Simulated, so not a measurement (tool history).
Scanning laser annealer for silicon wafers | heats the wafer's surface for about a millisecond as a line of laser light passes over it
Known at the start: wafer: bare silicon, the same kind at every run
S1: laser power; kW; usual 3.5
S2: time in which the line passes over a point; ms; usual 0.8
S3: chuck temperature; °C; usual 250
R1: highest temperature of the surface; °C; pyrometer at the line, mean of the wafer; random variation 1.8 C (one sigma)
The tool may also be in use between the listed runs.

| run | hour | S1 | S2 | S3 | R1 |
|---|---|---|---|---|---|
| 1 | 0 | 3.5 | 0.8 | 250 | 1028 |
| 2 | 12.4 | 3.5 | 0.8 | 250 | 1032 |
| 3 | 25.7 | 3.5 | 0.8 | 217 | 998 |
| 4 | 40 | 3.5 | 0.8 | 217 | 997 |
| 5 | 51.2 | 3.5 | 0.8 | 250 | 1028 |
| 6 | 66.5 | 3.753 | 0.8 | 250 | 1081 |
| 7 | 77.2 | 3.753 | 0.8 | 250 | 1101 |
| 8 | 88.4 | 3.753 | 0.8 | 250 | 1101 |
| 9 | 97.1 | 3.785 | 0.64 | 212 | 984 |
| 10 | 104.2 | 3.785 | 0.564 | 257 | 988 |
| 11 | 118.2 | 3.306 | 0.904 | 250 | 1051 |
| 12 | 126.9 | 3.178 | 0.904 | 250 | 1019 |
| 13 | 139.1 | 3.099 | 0.86 | 250 | 983 |
| 14 | 148.3 | 3.387 | 0.88 | 288 | 1090 |

Taken out of this log: 1 entry between the listed runs. Where each belongs, and how the hidden state differs across it:
Between runs 6 and 7: window over the wafer cleaned (hour 73.9)
  light that passes the window, % of a clean one's: 97.09 -> 99.67; width of the line over the set one, %: 3.87 -> 3.88
  measured less the result without the state, R1: -35 -> -14 °C

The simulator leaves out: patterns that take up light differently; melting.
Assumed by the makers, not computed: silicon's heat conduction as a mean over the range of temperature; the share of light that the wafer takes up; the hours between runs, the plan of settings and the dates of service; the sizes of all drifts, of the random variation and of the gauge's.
